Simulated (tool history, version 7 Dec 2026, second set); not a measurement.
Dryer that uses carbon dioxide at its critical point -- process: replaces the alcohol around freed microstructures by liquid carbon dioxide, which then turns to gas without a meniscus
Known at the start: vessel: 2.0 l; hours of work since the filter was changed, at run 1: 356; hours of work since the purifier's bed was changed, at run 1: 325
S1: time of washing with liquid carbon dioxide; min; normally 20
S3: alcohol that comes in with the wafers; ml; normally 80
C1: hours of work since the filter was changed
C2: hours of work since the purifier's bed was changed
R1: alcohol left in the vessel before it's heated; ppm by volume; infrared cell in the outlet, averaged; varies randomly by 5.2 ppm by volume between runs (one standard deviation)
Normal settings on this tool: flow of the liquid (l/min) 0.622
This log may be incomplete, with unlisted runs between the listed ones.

{"run": 1, "hour": 0.0, "S1": 20, "flow of the liquid (l/min)": 0.622, "S3": 80, "C1": 356, "C2": 325, "R1": 223}
{"run": 2, "hour": 16.3, "S1": 20, "flow of the liquid (l/min)": 0.622, "S3": 80, "C1": 369, "C2": 338, "R1": 221}
{"run": 3, "hour": 36.0, "S1": 20, "flow of the liquid (l/min)": 0.622, "S3": 80, "C1": 385, "C2": 353, "R1": 238}
{"run": 4, "hour": 51.7, "S1": 20, "flow of the liquid (l/min)": 0.622, "S3": 80, "C1": 397, "C2": 366, "R1": 243}
{"run": 5, "hour": 73.3, "S1": 20, "flow of the liquid (l/min)": 0.622, "S3": 80, "C1": 414, "C2": 383, "R1": 243}
{"run": 6, "hour": 94.7, "S1": 20, "flow of the liquid (l/min)": 0.622, "S3": 80, "C1": 431, "C2": 399, "R1": 244}
{"run": 7, "hour": 112.7, "S1": 20, "flow of the liquid (l/min)": 0.622, "S3": 80, "C1": 445, "C2": 414, "R1": 259}
{"run": 8, "hour": 127.2, "S1": 20, "flow of the liquid (l/min)": 0.622, "S3": 44, "C1": 457, "C2": 425, "R1": 189}
{"run": 9, "hour": 150.3, "S1": 20, "flow of the liquid (l/min)": 0.622, "S3": 80, "C1": 475, "C2": 443, "R1": 278}
{"run": 10, "hour": 166.6, "S1": 12, "flow of the liquid (l/min)": 0.622, "S3": 80, "C1": 488, "C2": 456, "R1": 1609}
{"run": 11, "hour": 196.1, "S1": 16, "flow of the liquid (l/min)": 0.732, "S3": 86, "C1": 511, "C2": 479, "R1": 349}
{"run": 12, "hour": 219.4, "S1": 20, "flow of the liquid (l/min)": 0.377, "S3": 55, "C1": 529, "C2": 498, "R1": 1189}
{"run": 13, "hour": 242.9, "S1": 27, "flow of the liquid (l/min)": 0.622, "S3": 80, "C1": 548, "C2": 516, "R1": 145}
{"hour": 248.9, "done": "inlet filter changed"}
{"run": 14, "hour": 267.8, "S1": 27, "flow of the liquid (l/min)": 0.622, "S3": 80, "C1": 15, "C2": 535, "R1": 140}
{"run": 15, "hour": 289.2, "S1": 16, "flow of the liquid (l/min)": 0.622, "S3": 34, "C1": 32, "C2": 552, "R1": 285}
{"run": 16, "hour": 306.8, "S1": 13, "flow of the liquid (l/min)": 0.412, "S3": 32, "C1": 46, "C2": 566, "R1": 1425}

Predict the results of run 17:
{"run": 17, "hour": 319.0, "S1": 13, "flow of the liquid (l/min)": 0.412, "S3": 32, "C1": 55, "C2": 575, "R1": "?"}

{"run 17": {"R1": 1444}}
Without the tool's hidden state the same run would have given R1 1277 ppm by volume.

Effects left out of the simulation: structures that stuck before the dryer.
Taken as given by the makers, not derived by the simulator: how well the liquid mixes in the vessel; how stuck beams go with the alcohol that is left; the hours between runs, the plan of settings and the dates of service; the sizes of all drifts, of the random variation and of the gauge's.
